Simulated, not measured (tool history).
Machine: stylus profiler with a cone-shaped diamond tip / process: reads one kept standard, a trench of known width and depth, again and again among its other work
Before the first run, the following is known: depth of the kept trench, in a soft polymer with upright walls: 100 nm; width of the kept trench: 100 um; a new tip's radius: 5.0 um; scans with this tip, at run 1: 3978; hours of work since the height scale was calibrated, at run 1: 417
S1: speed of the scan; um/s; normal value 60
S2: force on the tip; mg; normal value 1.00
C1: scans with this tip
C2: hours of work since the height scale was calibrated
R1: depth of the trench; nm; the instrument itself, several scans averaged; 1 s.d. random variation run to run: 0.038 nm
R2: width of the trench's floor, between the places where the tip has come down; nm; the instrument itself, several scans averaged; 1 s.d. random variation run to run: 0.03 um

Run 1, day 0.000: usual settings; C1 3978; C2 417. Result: R1 100.75 nm, R2 97670 nm.
Run 2, day 1.408: usual settings; C1 4169; C2 437. Result: R1 100.75 nm, R2 97680 nm.
Run 3, day 3.050: usual settings; C1 4390; C2 460. Result: R1 100.68 nm, R2 97640 nm.
Run 4, day 5.446: usual settings; C1 4714; C2 494. Result: R1 100.78 nm, R2 97710 nm.
Run 5, day 7.650: usual settings but S2 0.68 mg; C1 5012; C2 525. Result: R1 100.52 nm, R2 97580 nm.
Run 6, day 9.083: usual settings; C1 5206; C2 546. Result: R1 100.74 nm, R2 97700 nm.
Run 7, day 10.688: usual settings; C1 5423; C2 569. Result: R1 100.75 nm, R2 97620 nm.
Run 8, day 13.279: usual settings but S2 0.49 mg; C1 5773; C2 605. Result: R1 100.41 nm, R2 97560 nm.
Run 9, day 15.683: usual settings but S2 2.08 mg; C1 6097; C2 639. Result: R1 101.21 nm, R2 97810 nm.
Run 10, day 18.100: usual settings but S1 21 um/s; C1 6424; C2 674. Result: R1 100.75 nm, R2 97870 nm.
Run 11, day 19.779: usual settings but S1 21 um/s; C1 6651; C2 697. Result: R1 100.76 nm, R2 97860 nm.
Run 12, day 22.783: usual settings but S1 21 um/s; C1 7057; C2 740. Result: R1 100.73 nm, R2 97830 nm.
Run 13, day 25.733: usual settings but S1 21 um/s; C1 7456; C2 782. Result: R1 100.74 nm, R2 97870 nm.
Run 14, day 28.350: usual settings but S1 21 um/s; C1 7809; C2 819. Result: R1 100.73 nm, R2 97920 nm.
Run 15, day 30.996: usual settings but S1 21 um/s; C1 8167; C2 856. Result: R1 100.75 nm, R2 97890 nm.
Run 16, day 33.325: usual settings but S1 73 um/s; C1 8481; C2 889. Result: R1 100.69 nm, R2 97610 nm.
Run 17, day 34.929: usual settings but S2 0.89 mg; C1 8698; C2 912. Result: R1 100.75 nm, R2 97650 nm.
Run 18, day 36.762: usual settings but S1 77 um/s, S2 1.84 mg; C1 8946; C2 938. Result: R1 101.08 nm, R2 97680 nm.
Run 19, day 38.442: usual settings but S1 96 um/s, S2 2.55 mg; C1 9173; C2 962. Result: R1 101.39 nm, R2 97620 nm.
Run 20, day 40.962: usual settings but S1 22 um/s, S2 0.92 mg; C1 9513; C2 997. Result: R1 100.65 nm, R2 97880 nm.
At day 42.062: new tip fitted, height scale calibrated.
Run 21, day 43.012: usual settings but S1 105 um/s, S2 0.38 mg; C1 129; C2 13. Result: R1 100.37 nm, R2 97080 nm.
Run 22, day 45.642: usual settings but S1 238 um/s, S2 1.71 mg; C1 484; C2 51. Result: R1 101.08 nm, R2 96990 nm.
Run 23, day 47.733: usual settings but S1 238 um/s, S2 1.71 mg; C1 767; C2 80. Result: R1 101.08 nm, R2 96990 nm.
Run 24, day 50.608: usual settings but S1 100 um/s, S2 0.59 mg; C1 1155; C2 121. Result: R1 100.51 nm, R2 97280 nm.
Run 25, day 52.675: usual settings but S1 100 um/s, S2 0.59 mg; C1 1435; C2 150. Result: R1 100.43 nm, R2 97290 nm.

What if the next run were any one of these 3? Each begins from the tool's condition after run 25:
Run A, day 55.588: usual settings but S1 25 um/s, S2 0.96 mg; C1 1828; C2 192. Result: R1 ?, R2 ?.
Run B, day 55.588: usual settings but S1 100 um/s, S2 0.40 mg; C1 1828; C2 192. Result: R1 ?, R2 ?.
Run C, day 55.588: usual settings but S1 216 um/s, S2 1.99 mg; C1 1828; C2 192. Result: R1 ?, R2 ?.

run      R1     R2
  A  100.79  97840
  B  100.37  97110
  C  101.17  97090
Stripped of hidden state, with their random variation kept, the same runs would have yielded:
run      R1     R2
  A  100.79  97840
  B  100.37  97110
  C  101.17  97090
